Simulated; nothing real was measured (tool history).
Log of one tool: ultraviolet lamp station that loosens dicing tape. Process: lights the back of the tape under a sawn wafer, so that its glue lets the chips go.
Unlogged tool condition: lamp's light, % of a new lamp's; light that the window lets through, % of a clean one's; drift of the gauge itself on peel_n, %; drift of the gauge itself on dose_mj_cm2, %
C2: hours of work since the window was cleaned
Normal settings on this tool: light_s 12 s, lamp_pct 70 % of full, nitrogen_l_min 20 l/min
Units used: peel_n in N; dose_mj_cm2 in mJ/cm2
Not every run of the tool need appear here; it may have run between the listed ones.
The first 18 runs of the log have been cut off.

{"run": 19, "hour": 650.5, "light_s": 12, "lamp_pct": 70, "nitrogen_l_min": 20, "hours of work of the lamp": 1352, "C2": 47, "peel_n": 1.285, "dose_mj_cm2": 287}
{"run": 20, "hour": 677.2, "light_s": 7, "lamp_pct": 70, "nitrogen_l_min": 20, "hours of work of the lamp": 1371, "C2": 66, "peel_n": 2.772, "dose_mj_cm2": 164}
{"run": 21, "hour": 696.6, "light_s": 15, "lamp_pct": 70, "nitrogen_l_min": 10, "hours of work of the lamp": 1385, "C2": 80, "peel_n": 1.241, "dose_mj_cm2": 352}
{"run": 22, "hour": 727.9, "light_s": 7, "lamp_pct": 63, "nitrogen_l_min": 18, "hours of work of the lamp": 1408, "C2": 103, "peel_n": 3.207, "dose_mj_cm2": 145}
{"run": 23, "hour": 772.8, "light_s": 7, "lamp_pct": 63, "nitrogen_l_min": 18, "hours of work of the lamp": 1440, "C2": 135, "peel_n": 3.265, "dose_mj_cm2": 144}
{"run": 24, "hour": 805.3, "light_s": 7, "lamp_pct": 71, "nitrogen_l_min": 20, "hours of work of the lamp": 1464, "C2": 159, "peel_n": 2.901, "dose_mj_cm2": 160}
{"run": 25, "hour": 849.3, "light_s": 7, "lamp_pct": 71, "nitrogen_l_min": 20, "hours of work of the lamp": 1496, "C2": 191, "peel_n": 2.805, "dose_mj_cm2": 156}
{"run": 26, "hour": 873.7, "light_s": 7, "lamp_pct": 71, "nitrogen_l_min": 20, "hours of work of the lamp": 1513, "C2": 208, "peel_n": 3.033, "dose_mj_cm2": 159}
{"run": 27, "hour": 894.9, "light_s": 8, "lamp_pct": 70, "nitrogen_l_min": 31, "hours of work of the lamp": 1529, "C2": 224, "peel_n": 2.402, "dose_mj_cm2": 174}
{"run": 28, "hour": 916.4, "light_s": 16, "lamp_pct": 96, "nitrogen_l_min": 7, "hours of work of the lamp": 1544, "C2": 239, "peel_n": 0.83, "dose_mj_cm2": 471}
{"run": 29, "hour": 938.8, "light_s": 14, "lamp_pct": 89, "nitrogen_l_min": 20, "hours of work of the lamp": 1560, "C2": 256, "peel_n": 0.762, "dose_mj_cm2": 381}
{"run": 30, "hour": 970.8, "light_s": 14, "lamp_pct": 91, "nitrogen_l_min": 35, "hours of work of the lamp": 1584, "C2": 279, "peel_n": 0.631, "dose_mj_cm2": 377}
{"run": 31, "hour": 1000.4, "light_s": 24, "lamp_pct": 91, "nitrogen_l_min": 10, "hours of work of the lamp": 1605, "C2": 300, "peel_n": 0.403, "dose_mj_cm2": 641}
{"run": 32, "hour": 1040.9, "light_s": 23, "lamp_pct": 72, "nitrogen_l_min": 13, "hours of work of the lamp": 1634, "C2": 329, "peel_n": 0.599, "dose_mj_cm2": 480}
{"run": 33, "hour": 1086.5, "light_s": 16, "lamp_pct": 70, "nitrogen_l_min": 20, "hours of work of the lamp": 1667, "C2": 362, "peel_n": 1.063, "dose_mj_cm2": 320}
{"run": 34, "hour": 1107.7, "light_s": 11, "lamp_pct": 65, "nitrogen_l_min": 13, "hours of work of the lamp": 1683, "C2": 378, "peel_n": 2.52, "dose_mj_cm2": 204}
{"run": 35, "hour": 1153.2, "light_s": 11, "lamp_pct": 65, "nitrogen_l_min": 13, "hours of work of the lamp": 1716, "C2": 411, "peel_n": 2.553, "dose_mj_cm2": 199}
{"hour": 1180.5, "done": "window cleaned of glue's vapour"}
{"run": 36, "hour": 1182.4, "light_s": 11, "lamp_pct": 98, "nitrogen_l_min": 18, "hours of work of the lamp": 1736, "C2": 1, "peel_n": 0.991, "dose_mj_cm2": 327}
{"run": 37, "hour": 1219.8, "light_s": 11, "lamp_pct": 98, "nitrogen_l_min": 18, "hours of work of the lamp": 1763, "C2": 28, "peel_n": 1.094, "dose_mj_cm2": 320}
{"run": 38, "hour": 1251.7, "light_s": 12, "lamp_pct": 75, "nitrogen_l_min": 8, "hours of work of the lamp": 1787, "C2": 52, "peel_n": 2.05, "dose_mj_cm2": 266}
{"run": 39, "hour": 1277.4, "light_s": 14, "lamp_pct": 70, "nitrogen_l_min": 8, "hours of work of the lamp": 1805, "C2": 70, "peel_n": 1.829, "dose_mj_cm2": 289}
{"run": 40, "hour": 1301.6, "light_s": 9, "lamp_pct": 67, "nitrogen_l_min": 13, "hours of work of the lamp": 1823, "C2": 88, "peel_n": 2.999, "dose_mj_cm2": 170}

Below are 3 alternative next runs, each starting from the tool's condition after run 40. Predict each:
{"run": "A", "hour": 1345.9, "light_s": 12, "lamp_pct": 83, "nitrogen_l_min": 20, "hours of work of the lamp": 1855, "C2": 120, "peel_n": "?", "dose_mj_cm2": "?"}
{"run": "B", "hour": 1345.9, "light_s": 12, "lamp_pct": 70, "nitrogen_l_min": 13, "hours of work of the lamp": 1855, "C2": 120, "peel_n": "?", "dose_mj_cm2": "?"}
{"run": "C", "hour": 1345.9, "light_s": 6, "lamp_pct": 77, "nitrogen_l_min": 15, "hours of work of the lamp": 1855, "C2": 120, "peel_n": "?", "dose_mj_cm2": "?"}

run=A peel_n=1.288 dose_mj_cm2=281
run=B peel_n=2.045 dose_mj_cm2=242
run=C peel_n=3.756 dose_mj_cm2=134
Without the tool's unlogged condition, the same runs would have read:
run=A peel_n=0.442 dose_mj_cm2=501
run=B peel_n=0.77 dose_mj_cm2=427
run=C peel_n=1.992 dose_mj_cm2=236

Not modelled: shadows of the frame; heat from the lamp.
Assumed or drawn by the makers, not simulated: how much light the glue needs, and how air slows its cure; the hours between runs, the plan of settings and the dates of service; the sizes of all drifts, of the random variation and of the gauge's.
